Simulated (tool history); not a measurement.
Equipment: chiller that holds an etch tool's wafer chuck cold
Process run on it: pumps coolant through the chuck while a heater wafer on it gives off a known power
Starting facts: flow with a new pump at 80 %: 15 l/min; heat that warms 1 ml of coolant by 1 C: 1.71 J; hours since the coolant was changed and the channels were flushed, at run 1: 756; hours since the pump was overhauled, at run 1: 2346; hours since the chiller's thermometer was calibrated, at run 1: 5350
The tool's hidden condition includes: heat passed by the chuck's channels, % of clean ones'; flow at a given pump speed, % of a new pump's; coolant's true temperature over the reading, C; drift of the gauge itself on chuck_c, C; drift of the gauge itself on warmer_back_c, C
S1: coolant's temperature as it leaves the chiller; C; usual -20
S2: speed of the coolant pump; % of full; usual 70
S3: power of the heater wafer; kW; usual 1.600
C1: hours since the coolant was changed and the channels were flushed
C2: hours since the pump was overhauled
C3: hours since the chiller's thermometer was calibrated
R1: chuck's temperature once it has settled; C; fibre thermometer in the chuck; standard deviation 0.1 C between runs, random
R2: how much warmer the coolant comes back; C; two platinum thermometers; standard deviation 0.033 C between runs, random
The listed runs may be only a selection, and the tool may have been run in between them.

{"run": 1, "hour": 0.0, "S1": -20, "S2": 70, "S3": 1.6, "C1": 756, "C2": 2346, "C3": 5350, "R1": -3.1, "R2": 4.45}
{"run": 2, "hour": 38.8, "S1": -20, "S2": 70, "S3": 1.6, "C1": 795, "C2": 2385, "C3": 5389, "R1": -3.0, "R2": 4.44}
{"run": 3, "hour": 75.0, "S1": -20, "S2": 99, "S3": 1.6, "C1": 831, "C2": 2421, "C3": 5425, "R1": -6.6, "R2": 3.13}
{"run": 4, "hour": 113.9, "S1": -20, "S2": 99, "S3": 1.6, "C1": 870, "C2": 2460, "C3": 5464, "R1": -6.5, "R2": 3.03}
{"run": 5, "hour": 158.0, "S1": -20, "S2": 99, "S3": 1.6, "C1": 914, "C2": 2504, "C3": 5508, "R1": -6.4, "R2": 3.11}
{"run": 6, "hour": 196.5, "S1": -16, "S2": 70, "S3": 1.6, "C1": 953, "C2": 2543, "C3": 5547, "R1": 1.0, "R2": 4.41}
{"run": 7, "hour": 224.9, "S1": -27, "S2": 70, "S3": 1.493, "C1": 981, "C2": 2571, "C3": 5575, "R1": -11.1, "R2": 4.22}
{"run": 8, "hour": 245.5, "S1": -12, "S2": 70, "S3": 1.493, "C1": 1002, "C2": 2592, "C3": 5595, "R1": 3.8, "R2": 4.15}
{"run": 9, "hour": 266.2, "S1": -12, "S2": 70, "S3": 2.148, "C1": 1022, "C2": 2613, "C3": 5616, "R1": 10.5, "R2": 5.96}
{"hour": 273.5, "done": "chiller's thermometer calibrated"}
{"run": 10, "hour": 309.7, "S1": -13, "S2": 70, "S3": 0.869, "C1": 1065, "C2": 2655, "C3": 36, "R1": -4.2, "R2": 2.4}

Forecast each of these 4 alternatives for the next run:
{"run": "A", "hour": 334.4, "S1": -17, "S2": 99, "S3": 1.185, "C1": 1090, "C2": 2680, "C3": 61, "R1": "?", "R2": "?"}
{"run": "B", "hour": 334.4, "S1": -20, "S2": 70, "S3": 1.716, "C1": 1090, "C2": 2680, "C3": 61, "R1": "?", "R2": "?"}
{"run": "C", "hour": 334.4, "S1": -15, "S2": 97, "S3": 1.089, "C1": 1090, "C2": 2680, "C3": 61, "R1": "?", "R2": "?"}
{"run": "D", "hour": 334.4, "S1": -17, "S2": 69, "S3": 0.827, "C1": 1090, "C2": 2680, "C3": 61, "R1": "?", "R2": "?"}

run=A R1=-7.6 R2=2.31
run=B R1=-2.7 R2=4.71
run=C R1=-6.2 R2=2.15
run=D R1=-8.6 R2=2.36
Take away the tool's hidden state, keep each run's random variation, and the runs would have read:
run=A R1=-8.0 R2=2.24
run=B R1=-3.4 R2=4.56
run=C R1=-6.6 R2=2.08
run=D R1=-8.9 R2=2.29

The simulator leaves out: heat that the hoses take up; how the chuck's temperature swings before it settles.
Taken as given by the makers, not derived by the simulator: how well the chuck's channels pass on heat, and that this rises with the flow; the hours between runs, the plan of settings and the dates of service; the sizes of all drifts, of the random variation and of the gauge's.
